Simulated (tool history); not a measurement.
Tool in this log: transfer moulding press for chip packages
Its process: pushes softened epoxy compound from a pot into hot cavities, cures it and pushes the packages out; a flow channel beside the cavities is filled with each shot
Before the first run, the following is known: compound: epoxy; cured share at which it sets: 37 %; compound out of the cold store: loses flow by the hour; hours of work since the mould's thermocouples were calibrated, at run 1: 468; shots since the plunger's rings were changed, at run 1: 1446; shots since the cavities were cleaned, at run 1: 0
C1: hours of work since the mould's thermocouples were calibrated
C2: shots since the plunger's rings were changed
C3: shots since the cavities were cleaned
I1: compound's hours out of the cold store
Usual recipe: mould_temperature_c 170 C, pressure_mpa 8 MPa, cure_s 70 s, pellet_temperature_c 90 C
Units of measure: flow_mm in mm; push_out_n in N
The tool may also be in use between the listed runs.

Run 1, hour 0: usual settings; C1 468; C2 1446; C3 0; I1 15.6. Result: flow_mm 606 mm, push_out_n 614 N.
At hour 39.1: cavities cleaned with cleaning compound and waxed.
Run 2, hour 39.1: usual settings; C1 485; C2 1917; C3 0; I1 28.4. Result: flow_mm 577 mm, push_out_n 594 N.
Run 3, hour 73.3: usual settings; C1 501; C2 2345; C3 428; I1 8.4. Result: flow_mm 612 mm, push_out_n 963 N.
At hour 79.8: cavities cleaned with cleaning compound and waxed.
At hour 120.5: cavities cleaned with cleaning compound and waxed.
Run 4, hour 150.9: usual settings; C1 536; C2 3279; C3 381; I1 38.1. Result: flow_mm 552 mm, push_out_n 862 N.
At hour 159.6: cavities cleaned with cleaning compound and waxed.
At hour 197.6: cavities cleaned with cleaning compound and waxed.
Run 5, hour 198: usual settings but pellet_temperature_c 88 C; C1 556; C2 3832; C3 5; I1 30. Result: flow_mm 558 mm, push_out_n 619 N.
At hour 230.9: plunger's sealing rings changed.
At hour 242.6: cavities cleaned with cleaning compound and waxed.
Run 6, hour 251.3: usual settings; C1 579; C2 237; C3 109; I1 11.4. Result: flow_mm 628 mm, push_out_n 726 N.
At hour 283.5: cavities cleaned with cleaning compound and waxed.
Run 7, hour 315.8: usual settings; C1 608; C2 1025; C3 404; I1 33.3. Result: flow_mm 572 mm, push_out_n 881 N.
At hour 327.3: cavities cleaned with cleaning compound and waxed.
At hour 366.9: cavities cleaned with cleaning compound and waxed.
Run 8, hour 372: usual settings; C1 633; C2 1691; C3 63; I1 9.5. Result: flow_mm 627 mm, push_out_n 695 N.
At hour 407.5: cavities cleaned with cleaning compound and waxed.
Run 9, hour 437.2: usual settings; C1 663; C2 2489; C3 372; I1 15.6. Result: flow_mm 593 mm, push_out_n 887 N.
At hour 445.4: cavities cleaned with cleaning compound and waxed.
At hour 486.1: cavities cleaned with cleaning compound and waxed.
Run 10, hour 517.2: usual settings but mould_temperature_c 175 C; C1 698; C2 3453; C3 390; I1 45.9. Result: flow_mm 517 mm, push_out_n 768 N.
At hour 525.9: cavities cleaned with cleaning compound and waxed.
At hour 570.5: cavities cleaned with cleaning compound and waxed.
At hour 586: plunger's sealing rings changed.
Run 11, hour 595.5: usual settings but mould_temperature_c 175 C; C1 732; C2 119; C3 282; I1 47.1. Result: flow_mm 539 mm, push_out_n 646 N.
At hour 611.4: cavities cleaned with cleaning compound and waxed.
Run 12, hour 632.5: usual settings but mould_temperature_c 175 C, pellet_temperature_c 91 C; C1 749; C2 564; C3 264; I1 28.2. Result: flow_mm 572 mm, push_out_n 669 N.
At hour 652.4: cavities cleaned with cleaning compound and waxed.
Run 13, hour 688: usual settings but mould_temperature_c 175 C, pellet_temperature_c 91 C; C1 774; C2 1239; C3 445; I1 34.6. Result: flow_mm 548 mm, push_out_n 761 N.
At hour 696.2: cavities cleaned with cleaning compound and waxed.
At hour 736.7: cavities cleaned with cleaning compound and waxed.
Run 14, hour 750.9: usual settings but mould_temperature_c 175 C, pellet_temperature_c 91 C; C1 802; C2 1990; C3 179; I1 33.7. Result: flow_mm 557 mm, push_out_n 609 N.
At hour 778.8: cavities cleaned with cleaning compound and waxed.
At hour 818.3: cavities cleaned with cleaning compound and waxed.
Run 15, hour 831.5: usual settings but mould_temperature_c 175 C, pellet_temperature_c 91 C; C1 838; C2 2961; C3 165; I1 35.7. Result: flow_mm 541 mm, push_out_n 625 N.
At hour 858.3: cavities cleaned with cleaning compound and waxed.
Run 16, hour 878.5: usual settings but mould_temperature_c 169 C, pressure_mpa 7.86 MPa, cure_s 103 s; C1 859; C2 3531; C3 254; I1 20.8. Result: flow_mm 571 mm, push_out_n 611 N.
At hour 898.1: cavities cleaned with cleaning compound and waxed.
At hour 936: plunger's sealing rings changed.
At hour 943.2: cavities cleaned with cleaning compound and waxed.
At hour 951.1: mould's thermocouples calibrated.
Run 17, hour 963.4: usual settings but mould_temperature_c 177 C, pressure_mpa 6.08 MPa, cure_s 61 s; C1 6; C2 299; C3 227; I1 28.4. Result: flow_mm 495 mm, push_out_n 742 N.
At hour 988.9: cavities cleaned with cleaning compound and waxed.
Run 18, hour 1022.1: usual settings but mould_temperature_c 177 C, pressure_mpa 6.08 MPa, cure_s 79 s; C1 32; C2 1016; C3 416; I1 28.5. Result: flow_mm 493 mm, push_out_n 687 N.
At hour 1030: cavities cleaned with cleaning compound and waxed.
At hour 1074: cavities cleaned with cleaning compound and waxed.
Run 19, hour 1092.6: usual settings but pressure_mpa 8.87 MPa, cure_s 108 s; C1 64; C2 1862; C3 234; I1 20.5. Result: flow_mm 625 mm, push_out_n 583 N.
At hour 1113.6: cavities cleaned with cleaning compound and waxed.
Run 20, hour 1133.6: usual settings but mould_temperature_c 178 C, pressure_mpa 6.06 MPa, cure_s 108 s; C1 82; C2 2356; C3 251; I1 21. Result: flow_mm 496 mm, push_out_n 623 N.
At hour 1154.3: cavities cleaned with cleaning compound and waxed.
Run 21, hour 1172.2: usual settings but mould_temperature_c 175 C, pressure_mpa 8.35 MPa, cure_s 108 s; C1 99; C2 2819; C3 223; I1 31.5. Result: flow_mm 567 mm, push_out_n 586 N.
At hour 1194.4: cavities cleaned with cleaning compound and waxed.
Run 22, hour 1212.5: usual settings but mould_temperature_c 162 C, pressure_mpa 6.1 MPa, cure_s 57 s, pellet_temperature_c 85 C; C1 117; C2 3305; C3 225; I1 10.3. Result: flow_mm 553 mm, push_out_n 2480 N.
At hour 1236.3: cavities cleaned with cleaning compound and waxed.
Run 23, hour 1269.7: usual settings but mould_temperature_c 164 C, pressure_mpa 6.2 MPa, cure_s 102 s, pellet_temperature_c 95 C; C1 143; C2 4003; C3 418; I1 40.9. Result: flow_mm 489 mm, push_out_n 741 N.
At hour 1276.6: cavities cleaned with cleaning compound and waxed.
At hour 1289.7: plunger's sealing rings changed.
Run 24, hour 1308.2: usual settings but mould_temperature_c 167 C, pressure_mpa 7.11 MPa, cure_s 102 s, pellet_temperature_c 95 C; C1 159; C2 233; C3 365; I1 28. Result: flow_mm 559 mm, push_out_n 678 N.
At hour 1322.4: cavities cleaned with cleaning compound and waxed.
Run 25, hour 1349.7: usual settings but cure_s 59 s; C1 178; C2 733; C3 342; I1 36.7. Result: flow_mm 572 mm, push_out_n 1301 N.

Here are 3 independent what-if runs from the current tool condition. What would each one return?
At hour 1361.1: cavities cleaned with cleaning compound and waxed.
At hour 1399.3: cavities cleaned with cleaning compound and waxed.
Run A, hour 1416: usual settings but pressure_mpa 7.67 MPa; C1 207; C2 1525; C3 209; I1 13.3. Result: flow_mm ?, push_out_n ?.
At hour 1361.1: cavities cleaned with cleaning compound and waxed.
At hour 1399.3: cavities cleaned with cleaning compound and waxed.
Run B, hour 1416: usual settings but cure_s 90 s, pellet_temperature_c 87 C; C1 207; C2 1525; C3 209; I1 23.8. Result: flow_mm ?, push_out_n ?.
At hour 1361.1: cavities cleaned with cleaning compound and waxed.
At hour 1399.3: cavities cleaned with cleaning compound and waxed.
Run C, hour 1416: usual settings but mould_temperature_c 173 C, cure_s 59 s; C1 207; C2 1525; C3 209; I1 43.1. Result: flow_mm ?, push_out_n ?.

run  flow_mm  push_out_n
  A      597         829
  B      592         621
  C      543         902
With no hidden state in the tool, these same runs would have given:
run  flow_mm  push_out_n
  A      608         630
  B      603         465
  C      554         686
